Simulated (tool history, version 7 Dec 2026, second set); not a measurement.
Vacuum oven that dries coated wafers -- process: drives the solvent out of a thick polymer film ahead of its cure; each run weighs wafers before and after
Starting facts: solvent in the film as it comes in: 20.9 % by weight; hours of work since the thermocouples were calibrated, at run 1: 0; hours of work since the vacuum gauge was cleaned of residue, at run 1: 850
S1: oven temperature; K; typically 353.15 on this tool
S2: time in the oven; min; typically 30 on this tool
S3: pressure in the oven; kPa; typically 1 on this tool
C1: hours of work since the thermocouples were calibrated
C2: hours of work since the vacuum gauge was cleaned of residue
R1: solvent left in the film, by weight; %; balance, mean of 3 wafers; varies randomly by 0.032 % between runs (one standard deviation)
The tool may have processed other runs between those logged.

run,hour,S1,S2,S3,C1,C2,R1
1,0,353.15,30,1,0,850,1.34
2,60,353.15,30,1,47,897,1.36
3,110,353.15,30,1,86,936,1.37
4,195.8,353.15,30,1,154,1003,1.35
5,271.7,353.15,30,0.88,213,1063,1.37
6,341.4,353.15,30,0.88,268,1117,1.37
7,389.1,353.15,30,0.88,305,1155,1.28
8,438.3,353.15,30,2.33,344,1193,2.08
9,530.2,353.15,30,0.56,416,1265,1.16
10,630.1,353.15,30,0.56,494,1344,1.14
11,732.9,353.15,30,0.56,575,1424,1.16
12,817.1,343.15,30,0.56,641,1490,2.8
13,912.3,353.15,30,1,715,1565,1.33
14,991.7,342.15,30,1,777,1627,3.39
15,1076.1,342.15,20,1,844,1693,5.38
# hour 1160: oven's thermocouples calibrated
16,1163,342.15,20,2.05,2,1760,6.41
17,1224.6,342.15,20,1.48,51,1808,6.03
18,1297.4,353.15,30,1,108,1865,1.55
19,1394.5,353.15,30,1,184,1941,1.55
20,1488.1,353.15,43,1,257,2015,1.02
21,1539.9,353.15,43,1,298,2055,1.08
22,1635.6,353.15,43,1,373,2130,1.07
23,1708.5,362.15,30,1,430,2188,0.86
24,1809.1,362.15,30,1,509,2266,0.81
25,1893.1,362.15,28,1,575,2332,0.83
26,1948.5,353.15,30,1.43,618,2376,1.74
27,2040.2,348.15,24,1.16,690,2448,3.21
28,2099.7,364.15,16,1.16,737,2494,1.68
29,2190.7,355.15,29,3.33,808,2566,2.48
30,2255.6,355.15,29,3.33,859,2616,2.51
# hour 2325.2: oven's thermocouples calibrated
31,2358.6,363.15,38,1.36,26,2696,0.85
32,2444.3,363.15,38,1.36,93,2763,0.87
# hour 2483.4: vacuum gauge cleaned of residue and calibrated
33,2536.4,366.15,20,1.36,164,42,1.22
34,2604.2,342.15,30,1,218,95,4.02
35,2705.1,342.15,30,1,297,174,3.97
36,2763.9,365.15,30,0.69,343,220,0.71
37,2811.8,367.15,34,2.65,380,257,1.24
38,2900.6,367.15,32,0.59,450,327,0.62
39,2964.6,341.15,42,1.1,500,377,3.03
40,3060,363.15,30,1.19,575,452,1.02
# hour 3084.6: vacuum gauge cleaned of residue and calibrated, once more
41,3125.7,363.15,30,1.19,625,32,0.53
42,3190.9,363.15,30,1.19,676,83,0.62
43,3272.7,367.15,30,1.44,740,147,0.56
44,3318.2,357.15,30,0.86,776,183,0.71
45,3400.8,359.15,17,2.91,841,248,2.58
46,3451,353.15,30,1.78,880,287,1.52
# hour 3494.9: oven's thermocouples calibrated
47,3544.2,357.15,18,3.83,39,359,3.54

Pick out some run-to-run changes in R1. Of each, how much would a tool without hidden state show as well, from the settings, what came in and chance, and how much is left for the hidden state and any gauge scatter not in both results compared?
The tool's hidden condition here consists of: true wafer temperature over the reading, C; true pressure over the reading, kPa; drift of the gauge itself on solvent_pct, %.
Run 17 -> 18: S1 342.15 -> 353.15, S2 20 -> 30, S3 1.48 -> 1. R1 -4.48 %: hidden state -0.1, all else -4.38.
Run 33 -> 34: S1 366.15 -> 342.15, S2 20 -> 30, S3 1.36 -> 1. R1 +2.8 %: hidden state +0.42, all else +2.38.
Run 35 -> 36: S1 342.15 -> 365.15, S3 1 -> 0.69. R1 -3.26 %: hidden state -0.36, all else -2.9.
Run 38 -> 39: S1 367.15 -> 341.15, S2 32 -> 42, S3 0.59 -> 1.1. R1 +2.41 %: hidden state +0.49, all else +1.92.
Run 39 -> 40: S1 341.15 -> 363.15, S2 42 -> 30, S3 1.1 -> 1.19. R1 -2.01 %: hidden state -0.45, all else -1.56.
Run 40 -> 41: vacuum gauge cleaned of residue and calibrated, once more. R1 -0.49 %: hidden state -0.45, all else -0.04.

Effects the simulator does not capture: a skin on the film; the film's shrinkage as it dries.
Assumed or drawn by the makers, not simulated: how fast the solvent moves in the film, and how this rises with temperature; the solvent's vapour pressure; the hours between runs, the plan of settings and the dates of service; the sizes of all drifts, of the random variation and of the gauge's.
